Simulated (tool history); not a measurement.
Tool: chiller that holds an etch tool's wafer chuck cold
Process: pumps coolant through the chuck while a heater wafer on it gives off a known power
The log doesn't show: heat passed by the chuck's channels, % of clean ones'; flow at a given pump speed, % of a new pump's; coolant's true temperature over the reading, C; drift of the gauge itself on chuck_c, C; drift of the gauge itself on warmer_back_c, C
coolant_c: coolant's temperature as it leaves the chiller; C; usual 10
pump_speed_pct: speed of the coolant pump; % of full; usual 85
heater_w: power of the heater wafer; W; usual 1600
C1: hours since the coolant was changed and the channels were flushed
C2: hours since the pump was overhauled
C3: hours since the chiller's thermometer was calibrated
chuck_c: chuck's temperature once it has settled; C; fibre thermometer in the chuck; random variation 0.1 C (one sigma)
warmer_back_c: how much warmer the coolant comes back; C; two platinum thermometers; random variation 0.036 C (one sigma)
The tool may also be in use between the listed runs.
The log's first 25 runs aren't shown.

{"run": 26, "hour": 617.5, "coolant_c": 10, "pump_speed_pct": 77, "heater_w": 1600, "C1": 2903, "C2": 1980, "C3": 2284, "chuck_c": 23.3, "warmer_back_c": 7.94}
{"run": 27, "hour": 637.1, "coolant_c": 20, "pump_speed_pct": 77, "heater_w": 1565, "C1": 2922, "C2": 2000, "C3": 2303, "chuck_c": 32.9, "warmer_back_c": 7.76}
{"run": 28, "hour": 654.3, "coolant_c": 8, "pump_speed_pct": 69, "heater_w": 1724, "C1": 2940, "C2": 2017, "C3": 2321, "chuck_c": 23.9, "warmer_back_c": 9.67}
{"hour": 657.7, "done": "chiller's thermometer calibrated"}
{"run": 29, "hour": 693.0, "coolant_c": 8, "pump_speed_pct": 69, "heater_w": 1724, "C1": 2977, "C2": 2055, "C3": 35, "chuck_c": 24.4, "warmer_back_c": 9.66}
{"run": 30, "hour": 723.6, "coolant_c": 7, "pump_speed_pct": 85, "heater_w": 1115, "C1": 3008, "C2": 2085, "C3": 66, "chuck_c": 15.6, "warmer_back_c": 4.9}
{"run": 31, "hour": 745.9, "coolant_c": 11, "pump_speed_pct": 91, "heater_w": 1600, "C1": 3030, "C2": 2107, "C3": 88, "chuck_c": 22.3, "warmer_back_c": 6.6}
{"run": 32, "hour": 767.2, "coolant_c": 16, "pump_speed_pct": 91, "heater_w": 1925, "C1": 3052, "C2": 2129, "C3": 110, "chuck_c": 29.7, "warmer_back_c": 7.94}
{"run": 33, "hour": 800.9, "coolant_c": 16, "pump_speed_pct": 91, "heater_w": 1925, "C1": 3085, "C2": 2162, "C3": 143, "chuck_c": 29.9, "warmer_back_c": 8}

Forecast each of these 3 alternatives for the next run:
{"run": "A", "hour": 821.3, "coolant_c": 4, "pump_speed_pct": 79, "heater_w": 971, "C1": 3106, "C2": 2183, "C3": 164, "chuck_c": "?", "warmer_back_c": "?"}
{"run": "B", "hour": 821.3, "coolant_c": 10, "pump_speed_pct": 71, "heater_w": 1242, "C1": 3106, "C2": 2183, "C3": 164, "chuck_c": "?", "warmer_back_c": "?"}
{"run": "C", "hour": 821.3, "coolant_c": 2, "pump_speed_pct": 85, "heater_w": 1653, "C1": 3106, "C2": 2183, "C3": 164, "chuck_c": "?", "warmer_back_c": "?"}

run=A chuck_c=11.9 warmer_back_c=4.73
run=B chuck_c=21.3 warmer_back_c=6.85
run=C chuck_c=14.8 warmer_back_c=7.3
Without the tool's hidden state the same runs would have given:
run=A chuck_c=11.1 warmer_back_c=4.52
run=B chuck_c=20.3 warmer_back_c=6.54
run=C chuck_c=13.6 warmer_back_c=6.97

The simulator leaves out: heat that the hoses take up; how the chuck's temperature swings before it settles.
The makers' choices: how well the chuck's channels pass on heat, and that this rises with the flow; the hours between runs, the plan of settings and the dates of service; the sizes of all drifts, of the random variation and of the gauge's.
